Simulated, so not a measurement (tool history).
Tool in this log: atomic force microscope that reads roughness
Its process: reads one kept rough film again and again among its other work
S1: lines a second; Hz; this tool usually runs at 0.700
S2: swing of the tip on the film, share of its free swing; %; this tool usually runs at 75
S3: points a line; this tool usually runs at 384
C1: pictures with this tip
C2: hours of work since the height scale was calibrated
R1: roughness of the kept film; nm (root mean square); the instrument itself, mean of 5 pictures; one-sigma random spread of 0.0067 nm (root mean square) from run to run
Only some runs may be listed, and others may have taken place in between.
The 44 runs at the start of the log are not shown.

{"run": 45, "hour": 391.9, "S1": 0.7, "S2": 77, "S3": 384, "C1": 174, "C2": 312, "R1": 1.484}
{"run": 46, "hour": 402.3, "S1": 2.134, "S2": 75, "S3": 521, "C1": 183, "C2": 316, "R1": 1.355}
{"run": 47, "hour": 413.1, "S1": 1.075, "S2": 75, "S3": 792, "C1": 193, "C2": 321, "R1": 1.457}
{"run": 48, "hour": 421.0, "S1": 3.791, "S2": 63, "S3": 363, "C1": 200, "C2": 325, "R1": 1.354}
{"run": 49, "hour": 429.8, "S1": 3.791, "S2": 63, "S3": 363, "C1": 208, "C2": 328, "R1": 1.372}
{"run": 50, "hour": 439.2, "S1": 3.791, "S2": 63, "S3": 363, "C1": 217, "C2": 332, "R1": 1.357}
{"run": 51, "hour": 446.4, "S1": 1.773, "S2": 75, "S3": 384, "C1": 224, "C2": 335, "R1": 1.37}
{"run": 52, "hour": 451.8, "S1": 1.773, "S2": 75, "S3": 384, "C1": 229, "C2": 338, "R1": 1.355}
{"run": 53, "hour": 463.5, "S1": 1.773, "S2": 75, "S3": 384, "C1": 239, "C2": 343, "R1": 1.375}

What if the next run were any one of these 4? Each begins from the tool's condition after run 53:
{"run": "A", "hour": 474.0, "S1": 1.773, "S2": 75, "S3": 559, "C1": 249, "C2": 347, "R1": "?"}
{"run": "B", "hour": 474.0, "S1": 0.817, "S2": 77, "S3": 309, "C1": 249, "C2": 347, "R1": "?"}
{"run": "C", "hour": 474.0, "S1": 2.072, "S2": 59, "S3": 766, "C1": 249, "C2": 347, "R1": "?"}
{"run": "D", "hour": 474.0, "S1": 0.622, "S2": 75, "S3": 384, "C1": 249, "C2": 347, "R1": "?"}

run=A R1=1.366
run=B R1=1.454
run=C R1=1.469
run=D R1=1.477
What these runs would have given with no unlogged condition in the tool:
run=A R1=1.442
run=B R1=1.534
run=C R1=1.549
run=D R1=1.559
